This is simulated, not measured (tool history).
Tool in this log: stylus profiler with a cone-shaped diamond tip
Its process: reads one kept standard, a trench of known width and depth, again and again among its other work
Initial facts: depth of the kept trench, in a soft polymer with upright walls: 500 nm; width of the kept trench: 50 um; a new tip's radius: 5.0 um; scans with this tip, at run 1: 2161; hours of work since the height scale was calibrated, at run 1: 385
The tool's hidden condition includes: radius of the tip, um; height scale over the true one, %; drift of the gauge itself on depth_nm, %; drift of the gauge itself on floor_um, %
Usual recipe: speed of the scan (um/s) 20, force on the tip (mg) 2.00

run	hour	speed of the scan (um/s)	force on the tip (mg)	scans with this tip	hours of work since the height scale was calibrated	depth of the trench (angstrom)	width of the trench's floor (µm)
1	0.0	20	2.00	2161	385	5069.2	45.13
2	27.8	20	2.00	2274	405	5069.8	45.20
3	43.8	20	2.00	2339	417	5068.6	45.08
4	61.2	20	2.00	2410	430	5067.9	45.14
5	82.3	20	2.00	2495	445	5068.1	45.11
6	100.6	27	2.00	2569	458	5067.1	45.07
7	124.4	27	2.00	2666	475	5067.4	45.07
8	158.7	27	2.00	2805	500	5069.1	45.03
9	189.5	20	2.00	2930	522	5069.7	45.05
10	222.3	7	2.46	3063	546	5078.0	45.05
11	249.3	7	2.46	3172	565	5078.4	45.07
12	267.1	7	5.76	3244	578	5140.9	45.06
13	285.3	7	5.76	3318	591	5139.3	45.05
14	312.3	32	0.98	3428	611	5039.4	44.92
15	340.5	7	4.58	3542	631	5117.1	45.00
16	366.9	7	4.58	3649	650	5119.0	44.98
17	394.6	7	4.58	3761	671	5119.0	44.97

Alternative continuations, all from the tool just after run 17; predict every row:
A	411.2	21	3.32	3829	682	?	?
B	411.2	19	5.61	3829	682	?	?
C	411.2	12	3.14	3829	682	?	?

run	depth of the trench (angstrom)	width of the trench's floor (µm)
A	5095.0	44.92
B	5136.0	44.94
C	5090.5	44.93
Take away the tool's hidden state, keep each run's random variation, and the runs would have read:
run	depth of the trench (angstrom)	width of the trench's floor (µm)
A	5100.2	45.59
B	5141.4	45.62
C	5095.8	45.61
